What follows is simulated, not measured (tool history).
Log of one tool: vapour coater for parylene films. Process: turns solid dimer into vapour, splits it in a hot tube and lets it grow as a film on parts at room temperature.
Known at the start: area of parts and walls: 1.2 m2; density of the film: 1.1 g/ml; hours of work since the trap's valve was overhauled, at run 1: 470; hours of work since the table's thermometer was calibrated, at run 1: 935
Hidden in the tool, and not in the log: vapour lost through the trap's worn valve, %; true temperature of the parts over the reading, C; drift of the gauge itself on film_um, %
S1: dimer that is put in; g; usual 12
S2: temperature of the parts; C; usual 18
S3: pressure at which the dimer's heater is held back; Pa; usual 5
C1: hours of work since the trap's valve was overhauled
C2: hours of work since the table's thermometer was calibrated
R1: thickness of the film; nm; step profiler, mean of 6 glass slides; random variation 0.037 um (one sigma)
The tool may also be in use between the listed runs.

| run | hour | S1 | S2 | S3 | C1 | C2 | R1 |
|---|---|---|---|---|---|---|---|
| 1 | 0 | 12 | 18 | 5 | 470 | 935 | 6060 |
| 2 | 27.4 | 12 | 20 | 5 | 483 | 948 | 5520 |
| 3 | 52.5 | 12 | 12 | 5 | 495 | 960 | 7970 |
| 4 | 80.1 | 12 | 12 | 4.72 | 508 | 973 | 7980 |
| 5 | 116.2 | 12 | 12 | 4.72 | 525 | 990 | 7940 |
|  | 153 | trap's valve overhauled |
| 6 | 169.7 | 12 | 18 | 5 | 8 | 1013 | 6780 |
| 7 | 200.7 | 12 | 18 | 5 | 23 | 1028 | 6740 |
| 8 | 232.4 | 12 | 18 | 5 | 38 | 1043 | 6770 |
| 9 | 289.3 | 5 | 18 | 5 | 65 | 1070 | 2770 |
| 10 | 338 | 5 | 18 | 5 | 88 | 1094 | 2800 |
| 11 | 383.4 | 12 | 28 | 5 | 110 | 1115 | 4070 |
| 12 | 438.5 | 12 | 28 | 5 | 136 | 1141 | 4030 |
| 13 | 472.2 | 12 | 28 | 5 | 152 | 1157 | 4000 |
| 14 | 497.9 | 12 | 18 | 5 | 164 | 1170 | 6520 |
| 15 | 556.2 | 12 | 21 | 5 | 192 | 1197 | 5590 |
| 16 | 603 | 12 | 21 | 5 | 214 | 1220 | 5610 |
| 17 | 635 | 12 | 21 | 5 | 229 | 1235 | 5570 |
| 18 | 685.6 | 12 | 21 | 5 | 253 | 1259 | 5570 |
| 19 | 720 | 12 | 21 | 5 | 270 | 1275 | 5560 |
| 20 | 761 | 12 | 18 | 3.84 | 289 | 1295 | 6680 |
| 21 | 802.1 | 12 | 18 | 3.84 | 309 | 1314 | 6610 |
| 22 | 841.3 | 12 | 18 | 3.84 | 328 | 1333 | 6600 |
| 23 | 890.3 | 12 | 18 | 3.84 | 351 | 1356 | 6590 |
| 24 | 921.2 | 12 | 18 | 3.84 | 366 | 1371 | 6580 |
| 25 | 947.5 | 12 | 18 | 7.11 | 378 | 1384 | 6090 |
| 26 | 991.9 | 12 | 23 | 5 | 399 | 1405 | 4900 |
| 27 | 1019.4 | 12 | 23 | 5 | 412 | 1418 | 4910 |
| 28 | 1062.3 | 12 | 18 | 3.98 | 433 | 1438 | 6580 |
| 29 | 1100.1 | 12 | 18 | 3.98 | 451 | 1456 | 6410 |
| 30 | 1140.6 | 12 | 18 | 3.98 | 470 | 1475 | 6350 |
| 31 | 1189.9 | 12 | 18 | 3.98 | 493 | 1499 | 6370 |
| 32 | 1244.3 | 12 | 16 | 5 | 519 | 1525 | 6780 |
|  | 1293.8 | trap's valve overhauled |
| 33 | 1302.8 | 18 | 28 | 2.54 | 4 | 1551 | 6890 |
| 34 | 1340.5 | 18 | 28 | 2.54 | 22 | 1569 | 6860 |
| 35 | 1391.8 | 18 | 28 | 2.54 | 47 | 1593 | 6860 |
| 36 | 1429.1 | 6 | 27 | 7.71 | 64 | 1611 | 2010 |
| 37 | 1472 | 5 | 18 | 5 | 85 | 1631 | 2830 |
| 38 | 1528.2 | 5 | 28 | 5 | 112 | 1658 | 1720 |
| 39 | 1564.6 | 8 | 18 | 5 | 129 | 1675 | 4440 |
| 40 | 1590.9 | 10 | 20 | 8.09 | 141 | 1688 | 4680 |
| 41 | 1631.5 | 14 | 18 | 4.23 | 161 | 1707 | 7860 |

4 ways to go on from here, each from the tool as it stands after run 41. What would each give?
| A | 1676.8 | 12 | 18 | 9.59 | 182 | 1729 | ? |
| B | 1676.8 | 8 | 11 | 5 | 182 | 1729 | ? |
| C | 1676.8 | 10 | 18 | 3.24 | 182 | 1729 | ? |
| D | 1676.8 | 5 | 21 | 6.89 | 182 | 1729 | ? |

| run | R1 |
|---|---|
| A | 5970 |
| B | 5750 |
| C | 5830 |
| D | 2280 |
Without the tool's hidden state the same runs would have given:
| run | R1 |
|---|---|
| A | 5970 |
| B | 5970 |
| C | 5840 |
| D | 2280 |
